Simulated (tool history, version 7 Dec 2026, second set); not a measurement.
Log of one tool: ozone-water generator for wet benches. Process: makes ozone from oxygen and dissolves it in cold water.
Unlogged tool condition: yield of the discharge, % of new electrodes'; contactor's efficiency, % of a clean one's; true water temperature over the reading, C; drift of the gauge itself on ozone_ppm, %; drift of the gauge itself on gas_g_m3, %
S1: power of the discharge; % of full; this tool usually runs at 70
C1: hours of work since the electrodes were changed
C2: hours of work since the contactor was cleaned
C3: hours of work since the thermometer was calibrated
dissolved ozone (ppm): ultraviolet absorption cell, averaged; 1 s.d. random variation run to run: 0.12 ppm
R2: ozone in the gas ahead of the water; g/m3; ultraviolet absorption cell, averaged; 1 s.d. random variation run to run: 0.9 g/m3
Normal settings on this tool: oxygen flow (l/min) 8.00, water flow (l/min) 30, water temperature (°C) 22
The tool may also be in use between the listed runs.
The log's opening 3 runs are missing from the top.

Run 4, day 4.683: usual settings but water flow (l/min) 22; C1 451; C2 5340; C3 757. Result: dissolved ozone (ppm) 15.7, R2 147.8 g/m3.
Run 5, day 7.121: usual settings but water flow (l/min) 22; C1 494; C2 5383; C3 801. Result: dissolved ozone (ppm) 15.5, R2 147.9 g/m3.
Run 6, day 8.888: usual settings but water flow (l/min) 22; C1 526; C2 5415; C3 832. Result: dissolved ozone (ppm) 15.8, R2 148.1 g/m3.
Run 7, day 11.475: usual settings but water flow (l/min) 22; C1 572; C2 5461; C3 879. Result: dissolved ozone (ppm) 15.4, R2 147.7 g/m3.
Run 8, day 13.033: usual settings but water flow (l/min) 31; C1 600; C2 5489; C3 906. Result: dissolved ozone (ppm) 11.4, R2 147.3 g/m3.
Run 9, day 15.725: usual settings but water flow (l/min) 31; C1 648; C2 5537; C3 955. Result: dissolved ozone (ppm) 11.3, R2 147.5 g/m3.
Run 10, day 18.458: usual settings but water flow (l/min) 31; C1 697; C2 5586; C3 1003. Result: dissolved ozone (ppm) 11.3, R2 147.7 g/m3.
Run 11, day 20.612: usual settings but water flow (l/min) 31; C1 735; C2 5624; C3 1042. Result: dissolved ozone (ppm) 11.1, R2 147.4 g/m3.
Run 12, day 22.338: usual settings; C1 766; C2 5655; C3 1073. Result: dissolved ozone (ppm) 11.8, R2 147.2 g/m3.
Run 13, day 24.062: usual settings; C1 797; C2 5686; C3 1104. Result: dissolved ozone (ppm) 11.4, R2 146.5 g/m3.
Run 14, day 25.371: usual settings; C1 820; C2 5709; C3 1127. Result: dissolved ozone (ppm) 11.8, R2 146.3 g/m3.
Run 15, day 27.221: usual settings; C1 853; C2 5742; C3 1160. Result: dissolved ozone (ppm) 11.4, R2 146.3 g/m3.
At day 27.388: water thermometer calibrated.
Run 16, day 29.854: usual settings but water temperature (°C) 15; C1 900; C2 5789; C3 44. Result: dissolved ozone (ppm) 13.0, R2 147.0 g/m3.
Run 17, day 31.883: usual settings but water temperature (°C) 15; C1 936; C2 5825; C3 80. Result: dissolved ozone (ppm) 12.9, R2 146.5 g/m3.
Run 18, day 33.150: usual settings but S1 48 % of full, water flow (l/min) 23; C1 959; C2 5848; C3 103. Result: dissolved ozone (ppm) 11.7, R2 114.2 g/m3.
Run 19, day 35.146: usual settings but water flow (l/min) 47, water temperature (°C) 20; C1 995; C2 5884; C3 139. Result: dissolved ozone (ppm) 7.3, R2 146.9 g/m3.
Run 20, day 37.183: usual settings but S1 90 % of full, oxygen flow (l/min) 10.01, water flow (l/min) 40; C1 1031; C2 5920; C3 175. Result: dissolved ozone (ppm) 10.8, R2 160.3 g/m3.
Run 21, day 39.100: usual settings but S1 80 % of full, water temperature (°C) 26; C1 1065; C2 5954; C3 209. Result: dissolved ozone (ppm) 12.1, R2 157.6 g/m3.
Run 22, day 40.271: usual settings but S1 80 % of full, water temperature (°C) 26; C1 1086; C2 5975; C3 230. Result: dissolved ozone (ppm) 11.8, R2 159.1 g/m3.
Run 23, day 42.117: usual settings but S1 42 % of full, water flow (l/min) 32, water temperature (°C) 26; C1 1119; C2 6008; C3 263. Result: dissolved ozone (ppm) 7.2, R2 103.6 g/m3.
At day 43.350: water thermometer calibrated, once more.
Run 24, day 43.575: usual settings but S1 74 % of full, oxygen flow (l/min) 9.19, water flow (l/min) 48; C1 1145; C2 6034; C3 4. Result: dissolved ozone (ppm) 7.6, R2 145.0 g/m3.
Run 25, day 45.338: usual settings but S1 74 % of full, oxygen flow (l/min) 9.19, water flow (l/min) 48; C1 1177; C2 6065; C3 36. Result: dissolved ozone (ppm) 7.4, R2 145.4 g/m3.
Run 26, day 47.579: usual settings but S1 74 % of full, oxygen flow (l/min) 9.19, water flow (l/min) 36; C1 1217; C2 6106; C3 76. Result: dissolved ozone (ppm) 10.4, R2 145.0 g/m3.
Run 27, day 49.171: usual settings but S1 74 % of full, oxygen flow (l/min) 9.19, water flow (l/min) 29, water temperature (°C) 26; C1 1245; C2 6134; C3 104. Result: dissolved ozone (ppm) 12.0, R2 145.0 g/m3.

Forecast run 28:
Run 28, day 50.975: usual settings but S1 57 % of full, oxygen flow (l/min) 11.35, water flow (l/min) 20, water temperature (°C) 26; C1 1277; C2 6166; C3 136. Result: dissolved ozone (ppm) ?, R2 ?.

dissolved ozone (ppm): 13.7
R2: 113.8 g/m3
Had the tool carried no hidden state, the very same run would have given dissolved ozone (ppm) 14.5, R2 116.5 g/m3.
